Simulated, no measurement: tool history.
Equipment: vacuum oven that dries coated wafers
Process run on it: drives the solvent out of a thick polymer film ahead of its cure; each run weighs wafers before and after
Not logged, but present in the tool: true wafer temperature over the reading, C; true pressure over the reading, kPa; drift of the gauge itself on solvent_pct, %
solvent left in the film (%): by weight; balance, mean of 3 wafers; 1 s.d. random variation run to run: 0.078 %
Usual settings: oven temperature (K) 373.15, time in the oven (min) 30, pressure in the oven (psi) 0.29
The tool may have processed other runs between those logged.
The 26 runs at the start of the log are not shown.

run   hour  oven temperature (K)  time in the oven (min)  pressure in the oven (psi)  hours of work since the thermocouples were calibrated  hours of work since the vacuum gauge was cleaned of residue  solvent left in the film (%)
 27  662.8                383.15                      38                       0.994                                                    104                                                         1289                          8.49
 28  697.1                383.15                      38                       0.994                                                    126                                                         1312                          8.29
 29  729.7                372.15                      30                        0.29                                                    147                                                         1333                          7.03
 30    750                364.15                      45                        0.21                                                    161                                                         1346                          6.89
 31  778.5                364.15                      45                        0.21                                                    179                                                         1364                          6.89
 32  796.5                366.15                      48                       0.255                                                    191                                                         1376                          6.63
 33  821.3                366.15                      48                       0.255                                                    207                                                         1392                          6.72
 34  844.7                377.15                      38                        0.29                                                    222                                                         1407                          4.99
 35  873.3                358.15                      16                        0.85                                                    241                                                         1426                         17.99
 36  896.3                373.15                      16                        0.29                                                    256                                                         1441                          9.69
 37  917.2                373.15                      16                        0.29                                                    269                                                         1455                          9.65
 38  949.7                378.15                      18                        0.29                                                    290                                                         1476                          7.74
 39  967.1                362.15                      18                        0.29                                                    302                                                         1487                         12.11

Below are 3 alternative next runs, each starting from the tool's condition after run 39. Predict each:
  A  992.1                373.15                      30                       1.157                                                    318                                                         1503                             ?
  B  992.1                368.15                      23                        0.95                                                    318                                                         1503                             ?
  C  992.1                362.15                      27                       0.779                                                    318                                                         1503                             ?

run  solvent left in the film (%)
  A                         13.99
  B                         14.96
  C                         15.21
Had the tool no hidden state, the same runs would have come out as:
run  solvent left in the film (%)
  A                         12.96
  B                         13.96
  C                         14.08
